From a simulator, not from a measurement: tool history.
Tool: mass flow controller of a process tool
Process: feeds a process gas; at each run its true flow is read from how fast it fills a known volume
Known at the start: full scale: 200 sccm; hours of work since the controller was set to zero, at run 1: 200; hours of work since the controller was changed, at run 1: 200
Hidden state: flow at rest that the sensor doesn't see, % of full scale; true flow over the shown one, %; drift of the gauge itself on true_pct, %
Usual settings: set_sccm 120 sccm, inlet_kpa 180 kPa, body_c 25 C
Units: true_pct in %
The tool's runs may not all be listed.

run,day,set_sccm,inlet_kpa,body_c,hours of work since the controller was set to zero,hours of work since the controller was changed,true_pct
1,0,120,180,25,200,200,98.99
2,15.183,120,180,39,347,347,100.16
3,28.246,120,180,39,473,473,100.09
4,34.604,120,180,25,534,534,98.84
5,47.979,120,180,25,663,663,99.02
6,54.921,120,180,27,730,730,98.97
7,63.671,120,180,27,814,814,99.09
8,72.604,120,180,27,900,900,99.02
9,85.667,120,180,27,1026,1026,98.95
10,97.167,120,180,20,1137,1137,98.3
11,109.592,120,180,25,1256,1256,98.81
12,119.458,120,216,25,1352,1352,98.8
13,127.146,120,216,25,1426,1426,98.78
14,135.167,120,216,25,1503,1503,98.71
15,147.154,120,216,25,1618,1618,98.76
16,160.783,120,216,25,1750,1750,98.62
17,172.317,120,216,25,1861,1861,98.75
18,187.088,59,180,25,2003,2003,97.62
19,196.983,146,180,25,2099,2099,98.95
20,210.496,146,180,25,2229,2229,98.9
21,219.808,146,180,25,2319,2319,98.81
22,229.925,120,180,25,2416,2416,98.34
# day 231.025: controller's zero set anew
23,244.654,38,161,25,131,2558,96.09
24,253.679,38,161,25,218,2645,96.32
25,265.271,38,161,25,330,2756,96.2
26,273.908,196,144,26,413,2840,99.2
27,287.579,142,222,28,545,2971,98.82
# day 294.892: controller's zero set anew, once more
28,300.404,28,171,25,53,3095,97.5
29,307.283,42,226,25,119,3161,97.64
30,320.946,34,250,25,251,3293,97.52
31,329.958,160,250,25,338,3380,99.24
32,337.092,184,175,35,407,3448,100
33,346.604,63,232,35,498,3540,98.77
34,353.133,63,232,35,561,3603,98.71
35,361.825,63,147,24,645,3687,97.49
36,371.3,98,191,26,736,3778,98.15
37,378.525,123,273,26,806,3848,98.71
38,387.721,123,273,26,895,3936,98.67
39,402.683,42,142,21,1039,4080,96.76
40,412.775,42,142,21,1136,4178,96.79
41,425.729,55,205,25,1261,4302,97.42
42,438.662,42,157,23,1385,4427,96.77
43,449.296,42,157,23,1488,4530,96.76

Some steps in true_pct between neighbouring runs. How much of each would the tool show without its hidden state too (settings, what came in, random variation), and how much is left for the hidden state, with any gauge scatter that isn't in both results?
Run 22 -> 23: set_sccm 120 -> 38, inlet_kpa 180 -> 161, controller's zero set anew. true_pct -2.25 %: hidden state -1.26, all else -0.99.
Run 25 -> 26: set_sccm 38 -> 196, inlet_kpa 161 -> 144, body_c 25 -> 26. true_pct +3 %: hidden state +1.27, all else +1.73.
Run 38 -> 39: set_sccm 123 -> 42, inlet_kpa 273 -> 142, body_c 26 -> 21. true_pct -1.91 %: hidden state -0.34, all else -1.57.

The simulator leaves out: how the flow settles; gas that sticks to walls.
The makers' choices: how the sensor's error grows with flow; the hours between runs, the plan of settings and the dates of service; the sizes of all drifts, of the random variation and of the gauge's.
